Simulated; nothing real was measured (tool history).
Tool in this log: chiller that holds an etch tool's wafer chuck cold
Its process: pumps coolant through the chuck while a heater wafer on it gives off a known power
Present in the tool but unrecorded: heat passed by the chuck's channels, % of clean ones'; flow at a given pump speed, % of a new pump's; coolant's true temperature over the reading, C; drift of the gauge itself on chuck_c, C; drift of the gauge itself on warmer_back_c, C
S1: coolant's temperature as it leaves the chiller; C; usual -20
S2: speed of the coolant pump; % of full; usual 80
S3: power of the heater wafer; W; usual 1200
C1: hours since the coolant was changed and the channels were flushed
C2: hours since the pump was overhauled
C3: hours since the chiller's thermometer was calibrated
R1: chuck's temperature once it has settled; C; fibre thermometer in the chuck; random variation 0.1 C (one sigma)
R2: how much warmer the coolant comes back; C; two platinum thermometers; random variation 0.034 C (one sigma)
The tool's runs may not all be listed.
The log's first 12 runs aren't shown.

run   hour   S1  S2    S3    C1   C2    C3     R1    R2
 13  386.8  -20  91  1200  3895  135  3646  -11.4  4.67
 14  409.4  -20  80  1331  3918  157  3669   -9.4  5.79
 15  448.2  -20  80  1331  3957  196  3708   -9.4  5.85
 16    471  -20  80  1200  3980  219  3731  -10.5  5.21
     478.6  -- coolant pump overhauled, once more
 17  494.8  -20  80  1710  3998   16  3749     -7  7.14
 18  539.9  -19  89  1046  4044   61  3794  -11.5  3.93
 19  581.2  -12  77  1766  4085  103  3836    1.9  7.68
 20  625.9  -19  66   877  4129  147  3880  -11.2  4.44
 21    666  -14  71  1758  4170  187  3921    0.7  8.25
 22  698.9  -14  71  1758  4203  220  3953    0.5  8.32
 23  720.5  -14  71  1758  4224  242  3975    0.7  8.26
 24    758  -23  64  1056  4262  279  4013  -13.4  5.48
 25  789.1  -23  64  1056  4293  310  4044  -13.4   5.5
 26  825.2  -23  64  1056  4329  347  4080  -13.6  5.48
 27  847.7  -17  90  1056  4351  369  4102   -9.5  3.96
 28  884.9  -27  86  1056  4389  406  4139  -19.1   4.1
 29    921  -27  86  1056  4425  442  4175  -19.1  4.12
 30  958.2  -27  86  1056  4462  480  4213  -19.2  4.14
 31  998.7  -19  81  1056  4502  520  4253  -10.6  4.41

Predict each of these 4 candidate next runs independently; none follows another, all start after run 31:
  A  1034.3  -14  73   778  4538  556  4289   ?   ?
  B  1034.3  -19  81  1196  4538  556  4289   ?   ?
  C  1034.3  -26  81  1152  4538  556  4289   ?   ?
  D  1034.3  -20  81  1016  4538  556  4289   ?   ?

run     R1    R2
  A   -7.5  3.57
  B   -9.5  4.96
  C    -17  4.79
  D  -11.9  4.23
With no hidden state in the tool, these same runs would have given:
run     R1    R2
  A   -8.1  3.54
  B  -10.3  4.91
  C  -17.8  4.75
  D  -12.6   4.2
